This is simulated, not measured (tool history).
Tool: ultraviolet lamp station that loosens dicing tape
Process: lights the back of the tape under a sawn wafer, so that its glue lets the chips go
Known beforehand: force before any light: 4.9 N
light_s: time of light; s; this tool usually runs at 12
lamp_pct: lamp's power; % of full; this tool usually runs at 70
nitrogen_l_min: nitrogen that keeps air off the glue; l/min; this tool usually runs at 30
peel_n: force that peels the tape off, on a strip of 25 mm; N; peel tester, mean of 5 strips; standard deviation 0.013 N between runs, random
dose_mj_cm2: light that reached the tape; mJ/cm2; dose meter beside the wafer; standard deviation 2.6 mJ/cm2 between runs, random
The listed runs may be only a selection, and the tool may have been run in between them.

| run | hour | light_s | lamp_pct | nitrogen_l_min | peel_n | dose_mj_cm2 |
|---|---|---|---|---|---|---|
| 1 | 0.0 | 12 | 70 | 30 | 0.927 | 254 |
| 2 | 82.4 | 12 | 75 | 30 | 0.877 | 263 |
|  | 161.3 | window cleaned of glue's vapour |
| 3 | 174.5 | 12 | 75 | 30 | 0.731 | 296 |
| 4 | 223.7 | 17 | 70 | 30 | 0.478 | 375 |
| 5 | 307.0 | 12 | 70 | 30 | 0.941 | 257 |
| 6 | 382.1 | 9 | 70 | 30 | 1.422 | 189 |
| 7 | 473.9 | 9 | 70 | 30 | 1.442 | 182 |
| 8 | 553.9 | 12 | 70 | 30 | 1.046 | 235 |
| 9 | 623.4 | 12 | 70 | 30 | 1.090 | 228 |
| 10 | 684.8 | 12 | 70 | 30 | 1.136 | 223 |
|  | 698.3 | window cleaned of glue's vapour |
| 11 | 778.3 | 12 | 70 | 30 | 0.957 | 248 |
| 12 | 854.3 | 12 | 70 | 30 | 1.018 | 241 |
| 13 | 905.5 | 12 | 70 | 30 | 1.040 | 234 |
| 14 | 947.1 | 12 | 70 | 30 | 1.062 | 228 |
| 15 | 1008.7 | 12 | 65 | 30 | 1.204 | 207 |
|  | 1041.1 | lamp changed |
| 16 | 1080.4 | 12 | 70 | 30 | 0.733 | 295 |
| 17 | 1138.2 | 12 | 70 | 30 | 0.735 | 289 |
| 18 | 1182.9 | 12 | 70 | 30 | 0.772 | 285 |
|  | 1236.0 | window cleaned of glue's vapour |
| 19 | 1249.6 | 12 | 70 | 30 | 0.654 | 316 |
| 20 | 1317.7 | 12 | 70 | 30 | 0.654 | 307 |
| 21 | 1395.7 | 12 | 70 | 43 | 0.665 | 300 |
| 22 | 1458.1 | 10 | 86 | 30 | 0.692 | 302 |
| 23 | 1525.1 | 13 | 86 | 37 | 0.440 | 381 |
| 24 | 1596.9 | 11 | 67 | 30 | 0.993 | 241 |
| 25 | 1674.9 | 13 | 71 | 20 | 0.841 | 294 |
| 26 | 1724.0 | 13 | 71 | 20 | 0.884 | 291 |
| 27 | 1770.4 | 13 | 71 | 20 | 0.862 | 291 |
|  | 1779.3 | window cleaned of glue's vapour |
| 28 | 1827.7 | 22 | 66 | 29 | 0.290 | 514 |
| 29 | 1877.5 | 22 | 66 | 29 | 0.312 | 504 |
| 30 | 1952.7 | 17 | 91 | 35 | 0.263 | 520 |
| 31 | 2027.9 | 7 | 91 | 10 | 1.686 | 211 |
| 32 | 2111.3 | 6 | 91 | 11 | 1.979 | 169 |
| 33 | 2162.5 | 6 | 91 | 11 | 1.960 | 166 |
| 34 | 2221.1 | 12 | 70 | 16 | 1.175 | 257 |
| 35 | 2296.4 | 12 | 70 | 16 | 1.204 | 252 |
|  | 2317.8 | window cleaned of glue's vapour |
| 36 | 2377.1 | 19 | 87 | 14 | 0.367 | 542 |
| 37 | 2427.0 | 21 | 70 | 10 | 0.530 | 478 |
| 38 | 2516.4 | 18 | 63 | 10 | 0.853 | 355 |
| 39 | 2595.2 | 18 | 63 | 10 | 0.903 | 348 |
| 40 | 2647.4 | 12 | 70 | 20 | 1.098 | 251 |
| 41 | 2696.8 | 12 | 65 | 32 | 1.086 | 229 |
| 42 | 2773.5 | 17 | 65 | 32 | 0.651 | 312 |

4 options for the next run, each taken on its own from the tool as it stands now. Forecast them:
|  | 2853.3 | window cleaned of glue's vapour |
| A | 2853.3 | 23 | 95 | 31 | ? | ? |
|  | 2853.3 | window cleaned of glue's vapour |
| B | 2853.3 | 15 | 69 | 15 | ? | ? |
|  | 2853.3 | window cleaned of glue's vapour |
| C | 2853.3 | 11 | 68 | 32 | ? | ? |
|  | 2853.3 | window cleaned of glue's vapour |
| D | 2853.3 | 15 | 61 | 11 | ? | ? |

| run | peel_n | dose_mj_cm2 |
|---|---|---|
| A | 0.219 | 682 |
| B | 0.834 | 321 |
| C | 1.005 | 231 |
| D | 1.137 | 288 |
The same runs, with their run-to-run variation unchanged, on a tool lacking any hidden condition would have given:
| run | peel_n | dose_mj_cm2 |
|---|---|---|
| A | 0.194 | 867 |
| B | 0.562 | 409 |
| C | 0.696 | 294 |
| D | 0.799 | 365 |
